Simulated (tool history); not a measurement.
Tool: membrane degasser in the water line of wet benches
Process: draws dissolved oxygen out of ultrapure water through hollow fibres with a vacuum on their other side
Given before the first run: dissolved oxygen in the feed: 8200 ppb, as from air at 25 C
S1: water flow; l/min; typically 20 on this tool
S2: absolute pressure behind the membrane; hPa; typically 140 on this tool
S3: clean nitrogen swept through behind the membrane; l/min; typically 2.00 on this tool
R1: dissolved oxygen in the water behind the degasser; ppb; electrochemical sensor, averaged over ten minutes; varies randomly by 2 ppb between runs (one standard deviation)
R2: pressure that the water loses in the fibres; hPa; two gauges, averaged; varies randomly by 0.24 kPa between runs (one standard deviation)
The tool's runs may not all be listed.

run	hour	S1	S2	S3	R1	R2
1	0.0	20	140	2.00	276.5	625.6
2	71.9	20	140	2.00	276.2	623.0
3	147.8	20	140	2.34	244.7	627.2
4	189.0	20	140	2.34	242.5	628.7
5	284.6	20	140	2.34	238.1	627.0
6	328.6	20	140	2.34	242.6	624.5
7	410.1	20	140	2.34	240.8	624.0
8	477.4	20	140	1.55	338.9	630.4
9	564.1	20	140	1.55	341.8	626.5
10	621.1	20	140	2.00	278.1	629.3
11	687.9	27	114	1.93	302.6	848.0
12	770.4	27	114	1.93	302.7	841.1
13	833.9	28	93	2.00	240.0	880.0
14	921.1	20	275	3.71	336.2	629.2
15	999.7	20	275	3.71	336.0	625.1
16	1075.5	20	275	3.71	338.5	626.6
17	1167.0	29	87	2.00	233.6	910.5
18	1207.8	20	325	2.00	681.0	623.2
19	1257.7	20	179	1.14	580.7	629.6

Consider 5 possible next runs. They are alternatives, not a sequence: every one starts from the tool as it was left by run 19. What does each give?
A	1315.9	16	140	4.35	?	?
B	1315.9	20	179	0.95	?	?
C	1315.9	20	328	1.14	?	?
D	1315.9	25	154	4.53	?	?
E	1315.9	20	306	1.14	?	?

run	R1	R2
A	114.9	503.3
B	677.8	625.6
C	1075.3	625.4
D	201.4	784.9
E	1010.7	628.3
Without the tool's unlogged condition, the same runs would have read:
run	R1	R2
A	109.5	499.1
B	662.5	620.4
C	1050.2	620.2
D	194.9	778.4
E	987.0	623.1

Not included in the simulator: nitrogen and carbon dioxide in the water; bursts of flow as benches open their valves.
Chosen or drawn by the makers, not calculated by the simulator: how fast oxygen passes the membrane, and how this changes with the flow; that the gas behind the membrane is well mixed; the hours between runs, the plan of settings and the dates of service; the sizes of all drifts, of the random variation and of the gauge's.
